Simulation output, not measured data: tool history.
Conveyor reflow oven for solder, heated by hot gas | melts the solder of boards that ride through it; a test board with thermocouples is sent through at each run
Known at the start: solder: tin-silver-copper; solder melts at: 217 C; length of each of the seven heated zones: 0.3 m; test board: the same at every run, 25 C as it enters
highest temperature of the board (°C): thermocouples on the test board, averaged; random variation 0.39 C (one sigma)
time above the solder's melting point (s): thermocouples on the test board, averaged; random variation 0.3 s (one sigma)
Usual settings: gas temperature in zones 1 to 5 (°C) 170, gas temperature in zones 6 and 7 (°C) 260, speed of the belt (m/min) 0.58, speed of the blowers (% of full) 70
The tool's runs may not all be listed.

run,hour,gas temperature in zones 1 to 5 (°C),gas temperature in zones 6 and 7 (°C),speed of the belt (m/min),speed of the blowers (% of full),highest temperature of the board (°C),time above the solder's melting point (s)
1,0,170,260,0.58,70,249.1,44.4
2,16.9,170,260,0.58,70,247.6,44.2
3,26.6,170,260,0.58,70,247.7,43.8
4,40.3,170,260,0.58,70,247.3,44.5
5,57.3,170,250,0.58,70,238.3,36.9
6,69,170,250,0.58,70,238.7,37.4
7,83,170,250,0.58,70,238.7,37.3
# hour 89.5: flux residue cleaned out of gas plates and filters
8,101.5,170,250,0.58,70,238.1,36.4
9,110.7,170,260,0.58,70,247.4,43.8
10,122.2,170,260,0.58,70,247.8,42.9
11,136.7,170,260,0.58,70,246.7,43.8
# hour 151.2: flux residue cleaned out of gas plates and filters, once more
12,157.4,170,260,0.58,70,248.9,44.8
13,166.3,170,260,0.58,70,248.1,44.4
14,181.6,170,260,0.58,70,248,43.8
15,192.9,170,260,0.58,70,248.2,44.7
16,202.8,170,260,0.58,70,247.5,44.9
17,215.1,177,265,0.58,70,253.7,49.5
18,231.7,177,265,0.58,70,253.2,49.6
19,246.8,162,260,0.592,79,247.9,41.4
20,256.9,159,260,0.58,76,247.4,41.4
21,267.3,183,266,0.606,87,256.4,50.2

3 ways to go on from here, each from the tool as it stands after run 21. What would each give?
A,277.3,162,252,0.606,87,?,?
B,277.3,177,260,0.58,73,?,?
C,277.3,177,266,0.606,52,?,?

run,highest temperature of the board (°C),time above the solder's melting point (s)
A,240.4,36.7
B,248.6,47.9
C,250,44.1
Without the tool's hidden state the same runs would have given:
run,highest temperature of the board (°C),time above the solder's melting point (s)
A,241.8,37.4
B,249.9,48.2
C,251.1,44.3
